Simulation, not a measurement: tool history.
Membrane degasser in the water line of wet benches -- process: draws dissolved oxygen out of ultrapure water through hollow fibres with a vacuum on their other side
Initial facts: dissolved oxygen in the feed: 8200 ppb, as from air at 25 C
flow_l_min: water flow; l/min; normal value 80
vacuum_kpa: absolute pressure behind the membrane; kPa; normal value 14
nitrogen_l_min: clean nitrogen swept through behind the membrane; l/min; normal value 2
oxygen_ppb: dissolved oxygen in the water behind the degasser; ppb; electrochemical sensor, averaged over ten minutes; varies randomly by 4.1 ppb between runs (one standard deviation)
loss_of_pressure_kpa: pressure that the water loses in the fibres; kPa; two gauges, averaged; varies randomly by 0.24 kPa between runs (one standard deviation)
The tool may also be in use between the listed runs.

run,day,flow_l_min,vacuum_kpa,nitrogen_l_min,oxygen_ppb,loss_of_pressure_kpa
1,0,80,14,2,843.7,63.67
2,2.592,80,14,2,833.4,63.49
3,6.588,80,14,2,835,63.25
4,9.154,80,14,2,837.2,63.59
5,11.767,80,14,2,826.3,63.41
6,15.817,80,14,2,832.8,63.27
7,18.504,80,14,2,834.5,63.32
8,21.396,99,14,2,1013.2,78.75
9,24.3,103,32.7,2,2327.9,81.82
10,26.583,80,9.8,2,539.6,63.39
11,29.271,121,14,2,1221.6,96.16
12,31.65,74,14,1.63,903.7,58.89
13,33.762,69,14,3.51,465,54.77
# day 34.567: seals of the vacuum lines changed
14,36.917,88,18.2,3.51,805.3,69.82
15,39.467,58,21.5,2.63,815.2,46.4
16,42.862,123,11.9,2.63,900.5,98.28

Forecast each of these 4 alternatives for the next run:
A,46.158,123,11.9,1.83,?,?
B,46.158,106,11.9,1.1,?,?
C,46.158,107,14,2,?,?
D,46.158,55,12,3.23,?,?

run,oxygen_ppb,loss_of_pressure_kpa
A,1106.3,98.15
B,1276.4,84.18
C,1077,84.73
D,331.1,43.76
Had the tool no hidden state, the same runs would have come out as:
run,oxygen_ppb,loss_of_pressure_kpa
A,1105.2,98.12
B,1275.1,84.15
C,1076.1,84.7
D,330.8,43.74

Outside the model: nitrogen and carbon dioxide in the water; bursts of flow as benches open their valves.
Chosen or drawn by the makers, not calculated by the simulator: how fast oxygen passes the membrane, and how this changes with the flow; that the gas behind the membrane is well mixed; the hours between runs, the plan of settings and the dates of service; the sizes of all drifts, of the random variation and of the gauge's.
